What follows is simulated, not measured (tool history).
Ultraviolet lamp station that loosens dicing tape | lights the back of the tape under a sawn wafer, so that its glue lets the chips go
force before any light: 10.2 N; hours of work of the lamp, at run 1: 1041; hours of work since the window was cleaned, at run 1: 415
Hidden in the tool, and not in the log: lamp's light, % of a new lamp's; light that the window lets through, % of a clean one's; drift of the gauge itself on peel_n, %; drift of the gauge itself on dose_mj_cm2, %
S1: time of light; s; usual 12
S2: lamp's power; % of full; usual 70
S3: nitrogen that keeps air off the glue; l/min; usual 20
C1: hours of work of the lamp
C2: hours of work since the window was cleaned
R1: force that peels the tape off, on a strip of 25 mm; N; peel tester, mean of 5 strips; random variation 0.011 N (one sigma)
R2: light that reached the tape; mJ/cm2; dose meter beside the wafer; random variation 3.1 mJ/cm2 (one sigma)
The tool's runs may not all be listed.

| run | hour | S1 | S2 | S3 | C1 | C2 | R1 | R2 |
|---|---|---|---|---|---|---|---|---|
| 1 | 0 | 12 | 70 | 20 | 1041 | 415 | 1.012 | 326 |
| 2 | 35.3 | 12 | 70 | 20 | 1068 | 442 | 1.056 | 328 |
| 3 | 78.4 | 12 | 70 | 11 | 1101 | 475 | 1.628 | 325 |
| 4 | 118.4 | 12 | 70 | 11 | 1132 | 506 | 1.553 | 316 |
| 5 | 166.9 | 12 | 70 | 11 | 1170 | 544 | 1.621 | 309 |
| 6 | 197.2 | 12 | 70 | 20 | 1193 | 567 | 1.133 | 310 |
| 7 | 248.2 | 12 | 70 | 20 | 1233 | 607 | 1.207 | 301 |
|  | 294.1 | window cleaned of glue's vapour |
| 8 | 297.5 | 19 | 70 | 20 | 1271 | 3 | 0.562 | 429 |
| 9 | 320.3 | 12 | 70 | 20 | 1288 | 20 | 1.555 | 269 |
| 10 | 370.9 | 12 | 70 | 20 | 1328 | 59 | 1.552 | 265 |
| 11 | 402.8 | 12 | 70 | 20 | 1352 | 84 | 1.594 | 261 |
| 12 | 454.6 | 9 | 70 | 20 | 1392 | 124 | 2.561 | 192 |
| 13 | 499.3 | 8 | 70 | 20 | 1427 | 159 | 3.14 | 164 |
|  | 512.5 | window cleaned of glue's vapour, once more |
| 14 | 543.6 | 8 | 70 | 20 | 1461 | 24 | 2.125 | 215 |
| 15 | 570.7 | 8 | 70 | 20 | 1482 | 45 | 2.136 | 212 |
| 16 | 593.1 | 12 | 70 | 20 | 1499 | 62 | 1.089 | 319 |
| 17 | 622.9 | 12 | 70 | 20 | 1522 | 86 | 1.122 | 309 |
| 18 | 661.2 | 12 | 70 | 20 | 1552 | 115 | 1.145 | 315 |
| 19 | 708.9 | 12 | 70 | 20 | 1589 | 152 | 1.153 | 309 |
| 20 | 733.6 | 12 | 70 | 20 | 1608 | 171 | 1.235 | 300 |
| 21 | 785.2 | 12 | 70 | 20 | 1648 | 211 | 1.263 | 295 |
| 22 | 837.6 | 12 | 70 | 20 | 1689 | 252 | 1.321 | 291 |
| 23 | 869.6 | 12 | 70 | 20 | 1713 | 277 | 1.324 | 288 |
| 24 | 901.9 | 12 | 70 | 15 | 1738 | 302 | 1.625 | 288 |
| 25 | 940.2 | 16 | 75 | 14 | 1768 | 331 | 0.891 | 403 |
| 26 | 967.3 | 12 | 92 | 14 | 1789 | 352 | 1.085 | 369 |
| 27 | 1013.5 | 12 | 89 | 16 | 1825 | 388 | 1.072 | 350 |
| 28 | 1063.5 | 12 | 89 | 16 | 1863 | 427 | 1.126 | 333 |
| 29 | 1114 | 12 | 92 | 16 | 1902 | 466 | 1.103 | 343 |
| 30 | 1136.2 | 12 | 92 | 16 | 1920 | 483 | 1.093 | 340 |
| 31 | 1178.3 | 12 | 79 | 32 | 1952 | 516 | 1.032 | 286 |
|  | 1214.1 | lamp changed |
| 32 | 1224.9 | 12 | 100 | 14 | 8 | 551 | 0.399 | 587 |
| 33 | 1258.5 | 15 | 87 | 6 | 34 | 577 | 0.659 | 630 |
| 34 | 1283.1 | 8 | 91 | 7 | 53 | 596 | 1.816 | 347 |
| 35 | 1305.6 | 12 | 70 | 33 | 71 | 613 | 0.512 | 393 |
| 36 | 1341.6 | 12 | 70 | 33 | 99 | 641 | 0.536 | 392 |
|  | 1346.4 | window cleaned of glue's vapour |
| 37 | 1386 | 9 | 92 | 17 | 133 | 31 | 0.593 | 445 |
| 38 | 1411.8 | 22 | 70 | 20 | 153 | 51 | 0.212 | 813 |
| 39 | 1446.5 | 22 | 82 | 22 | 180 | 77 | 0.201 | 941 |
| 40 | 1471.5 | 22 | 82 | 22 | 199 | 97 | 0.192 | 929 |
| 41 | 1497.4 | 16 | 70 | 15 | 219 | 117 | 0.376 | 580 |
| 42 | 1549.8 | 13 | 85 | 15 | 260 | 157 | 0.393 | 565 |
| 43 | 1600.1 | 13 | 85 | 15 | 299 | 196 | 0.406 | 546 |
| 44 | 1648.9 | 12 | 68 | 9 | 336 | 234 | 1.224 | 405 |

3 ways to go on from here, each from the tool as it stands after run 44. What would each give?
| A | 1671.7 | 7 | 80 | 9 | 354 | 252 | ? | ? |
| B | 1671.7 | 7 | 90 | 20 | 354 | 252 | ? | ? |
| C | 1671.7 | 13 | 82 | 8 | 354 | 252 | ? | ? |

| run | R1 | R2 |
|---|---|---|
| A | 2.317 | 275 |
| B | 1.182 | 306 |
| C | 0.735 | 520 |
Without the tool's hidden state the same runs would have given:
| run | R1 | R2 |
|---|---|---|
| A | 1.909 | 312 |
| B | 0.912 | 348 |
| C | 0.555 | 591 |

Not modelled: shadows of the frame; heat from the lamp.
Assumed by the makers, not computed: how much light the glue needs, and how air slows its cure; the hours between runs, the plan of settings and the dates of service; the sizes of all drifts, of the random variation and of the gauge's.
